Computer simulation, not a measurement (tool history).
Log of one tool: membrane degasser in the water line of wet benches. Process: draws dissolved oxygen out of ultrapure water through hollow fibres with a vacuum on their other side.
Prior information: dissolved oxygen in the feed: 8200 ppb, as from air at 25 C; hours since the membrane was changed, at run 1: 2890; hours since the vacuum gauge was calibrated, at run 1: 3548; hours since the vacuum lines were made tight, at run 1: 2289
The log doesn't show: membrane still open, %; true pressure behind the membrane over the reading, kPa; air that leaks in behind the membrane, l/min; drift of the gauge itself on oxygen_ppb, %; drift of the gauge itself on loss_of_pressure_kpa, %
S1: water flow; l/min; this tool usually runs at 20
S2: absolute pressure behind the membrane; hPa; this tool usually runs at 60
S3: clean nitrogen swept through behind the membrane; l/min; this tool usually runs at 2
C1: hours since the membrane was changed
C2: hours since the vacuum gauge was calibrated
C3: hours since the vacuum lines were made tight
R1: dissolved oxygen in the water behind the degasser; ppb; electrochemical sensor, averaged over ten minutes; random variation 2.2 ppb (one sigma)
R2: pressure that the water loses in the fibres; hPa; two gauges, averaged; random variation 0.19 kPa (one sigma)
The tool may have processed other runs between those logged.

Run 1, hour 0: usual settings; C1 2890; C2 3548; C3 2289. Result: R1 229.5 ppb, R2 563.7 hPa.
Run 2, hour 50.2: usual settings; C1 2940; C2 3598; C3 2339. Result: R1 228.8 ppb, R2 561.7 hPa.
Run 3, hour 93.9: usual settings but S2 92.5 hPa; C1 2984; C2 3642; C3 2383. Result: R1 299.3 ppb, R2 558.5 hPa.
Run 4, hour 163.4: usual settings; C1 3053; C2 3711; C3 2453. Result: R1 226.2 ppb, R2 561.6 hPa.
Run 5, hour 232.4: usual settings but S2 115.9 hPa; C1 3122; C2 3780; C3 2522. Result: R1 352.5 ppb, R2 562.8 hPa.
Run 6, hour 288.6: usual settings but S3 1.88 l/min; C1 3179; C2 3836; C3 2578. Result: R1 229 ppb, R2 565.6 hPa.
Run 7, hour 317.8: usual settings; C1 3208; C2 3866; C3 2607. Result: R1 226.3 ppb, R2 563.3 hPa.
Run 8, hour 370.5: usual settings but S3 0.96 l/min; C1 3260; C2 3918; C3 2660. Result: R1 295.1 ppb, R2 561.6 hPa.
Run 9, hour 431: usual settings but S3 0.96 l/min; C1 3321; C2 3979; C3 2720. Result: R1 296.1 ppb, R2 562.3 hPa.
Run 10, hour 478.3: usual settings; C1 3368; C2 4026; C3 2768. Result: R1 229.6 ppb, R2 561.7 hPa.
Run 11, hour 510.5: usual settings; C1 3400; C2 4058; C3 2800. Result: R1 232.9 ppb, R2 560.9 hPa.
Run 12, hour 565.5: usual settings but S2 39.6 hPa; C1 3455; C2 4113; C3 2855. Result: R1 184.8 ppb, R2 564.1 hPa.
Run 13, hour 606.4: usual settings but S3 1.35 l/min; C1 3496; C2 4154; C3 2896. Result: R1 262.6 ppb, R2 562.2 hPa.
Run 14, hour 639.8: usual settings but S3 1.35 l/min; C1 3530; C2 4188; C3 2929. Result: R1 263.4 ppb, R2 564.2 hPa.
Run 15, hour 676.8: usual settings but S3 5.16 l/min; C1 3567; C2 4225; C3 2966. Result: R1 188.3 ppb, R2 561.4 hPa.
Run 16, hour 728.1: usual settings but S3 5.16 l/min; C1 3618; C2 4276; C3 3017. Result: R1 189.9 ppb, R2 563.7 hPa.
Run 17, hour 797.2: usual settings but S3 5.16 l/min; C1 3687; C2 4345; C3 3086. Result: R1 189.8 ppb, R2 561.9 hPa.
Run 18, hour 827: usual settings but S3 2.83 l/min; C1 3717; C2 4375; C3 3116. Result: R1 209.7 ppb, R2 562.3 hPa.
Run 19, hour 868.5: usual settings but S3 2.83 l/min; C1 3758; C2 4416; C3 3158. Result: R1 212 ppb, R2 564.6 hPa.
Run 20, hour 919.1: usual settings but S1 19 l/min, S2 108.4 hPa, S3 1.94 l/min; C1 3809; C2 4467; C3 3208. Result: R1 325.1 ppb, R2 538.6 hPa.
Run 21, hour 957.2: usual settings but S1 30 l/min, S2 138.5 hPa, S3 5.28 l/min; C1 3847; C2 4505; C3 3246. Result: R1 455.3 ppb, R2 850.7 hPa.
Run 22, hour 995.3: usual settings but S1 30 l/min, S2 138.5 hPa, S3 5.28 l/min; C1 3885; C2 4543; C3 3284. Result: R1 450.9 ppb, R2 843.6 hPa.
Run 23, hour 1044.4: usual settings but S2 85.5 hPa; C1 3934; C2 4592; C3 3334. Result: R1 284.8 ppb, R2 561.6 hPa.
Run 24, hour 1075.7: usual settings but S1 17 l/min, S2 79.2 hPa, S3 1.17 l/min; C1 3966; C2 4624; C3 3365. Result: R1 286.1 ppb, R2 481.3 hPa.
Run 25, hour 1142.6: usual settings but S1 24 l/min, S2 74.3 hPa; C1 4033; C2 4690; C3 3432. Result: R1 343.9 ppb, R2 675.5 hPa.
Run 26, hour 1210.3: usual settings but S1 23 l/min, S2 90.5 hPa, S3 2.24 l/min; C1 4100; C2 4758; C3 3499. Result: R1 348.9 ppb, R2 648.9 hPa.
Run 27, hour 1263.6: usual settings but S1 23 l/min, S2 90.5 hPa, S3 2.24 l/min; C1 4154; C2 4811; C3 3553. Result: R1 340.8 ppb, R2 648.2 hPa.
Run 28, hour 1317: usual settings but S1 23 l/min, S2 90.5 hPa, S3 2.24 l/min; C1 4207; C2 4865; C3 3606. Result: R1 350.7 ppb, R2 649.1 hPa.
Run 29, hour 1346.2: usual settings but S1 30 l/min, S2 145.6 hPa, S3 0.81 l/min; C1 4236; C2 4894; C3 3635. Result: R1 1074.2 ppb, R2 848.3 hPa.

For run 30, what comes out?
Run 30, hour 1393.8: usual settings but S1 14 l/min, S2 53.5 hPa, S3 1.51 l/min; C1 4284; C2 4942; C3 3683. Result: R1 ?, R2 ?.

Run 30 came out at R1 137.9 ppb, R2 396 hPa.
Had the tool carried no hidden state, the very same run would have given R1 125.3 ppb, R2 389.9 hPa.

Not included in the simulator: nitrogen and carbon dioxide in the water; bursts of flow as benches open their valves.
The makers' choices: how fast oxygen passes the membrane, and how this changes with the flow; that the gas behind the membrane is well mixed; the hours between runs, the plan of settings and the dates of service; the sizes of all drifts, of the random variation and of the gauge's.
